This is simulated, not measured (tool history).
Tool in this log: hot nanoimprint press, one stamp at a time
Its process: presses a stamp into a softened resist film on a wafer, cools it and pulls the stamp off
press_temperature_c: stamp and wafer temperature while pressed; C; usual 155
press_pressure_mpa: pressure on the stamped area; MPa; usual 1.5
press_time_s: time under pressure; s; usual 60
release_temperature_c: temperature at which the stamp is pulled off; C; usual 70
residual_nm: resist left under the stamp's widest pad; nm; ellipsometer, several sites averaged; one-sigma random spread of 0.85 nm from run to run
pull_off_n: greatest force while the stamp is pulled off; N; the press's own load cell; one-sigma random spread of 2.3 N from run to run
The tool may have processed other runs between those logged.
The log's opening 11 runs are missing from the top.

run	hour	press_temperature_c	press_pressure_mpa	press_time_s	release_temperature_c	hours of work since the thermocouple was calibrated	imprints on the stamp's release coat	hours of work since the press's seals were changed	residual_nm	pull_off_n
12	333.5	155	1.5	48	70	124	1079	235	168.4	153
13	354.6	155	1.5	48	70	138	1125	249	169.1	159
# hour 374.3: plate thermocouple calibrated, once more
14	384.6	155	1.5	48	70	7	1182	267	158.2	152
15	408	155	1.5	60	70	22	1233	282	147.4	158
16	445.5	157	2.12	84	65	47	1313	307	98.3	184
17	466.6	157	2.12	84	65	61	1359	321	98.9	187
# hour 484.3: stamp cleaned and given a new release coat
18	504.9	157	2.12	84	65	82	44	342	100.1	118
19	539.1	159	2.12	84	61	105	117	364	88.6	132
20	572.6	159	2.22	84	65	127	189	387	86.5	123
21	607.4	166	1.27	63	74	150	264	409	85.2	109
22	636.8	166	1.27	63	74	169	327	429	84.3	109
23	663	166	1.27	63	74	186	383	446	85.7	112
24	688.4	162	2.18	102	74	203	438	463	67.2	120
25	706.4	163	2.18	102	69	215	476	475	63.4	128
26	725.7	163	2.18	102	69	227	518	487	63.8	129
27	756.6	152	1.5	60	57	248	584	508	179.5	166
28	777.7	152	1.5	60	57	262	630	522	178.6	157
29	807	152	1.5	60	57	281	692	541	177.7	167
30	841.9	152	2.31	47	57	304	767	564	167.9	171

Branching from run 30: 4 alternative next runs. What would each branch give?
A	878.9	155	1.11	60	70	328	847	588	?	?
B	878.9	155	1.73	60	70	328	847	588	?	?
C	878.9	152	0.92	82	57	328	847	588	?	?
D	878.9	162	2.22	60	66	328	847	588	?	?

run	residual_nm	pull_off_n
A	170.9	152
B	146.3	142
C	192.1	182
D	86.9	157
Stripped of hidden state, with their random variation kept, the same runs would have yielded:
run	residual_nm	pull_off_n
A	162	111
B	137	104
C	183.1	133
D	80.5	115

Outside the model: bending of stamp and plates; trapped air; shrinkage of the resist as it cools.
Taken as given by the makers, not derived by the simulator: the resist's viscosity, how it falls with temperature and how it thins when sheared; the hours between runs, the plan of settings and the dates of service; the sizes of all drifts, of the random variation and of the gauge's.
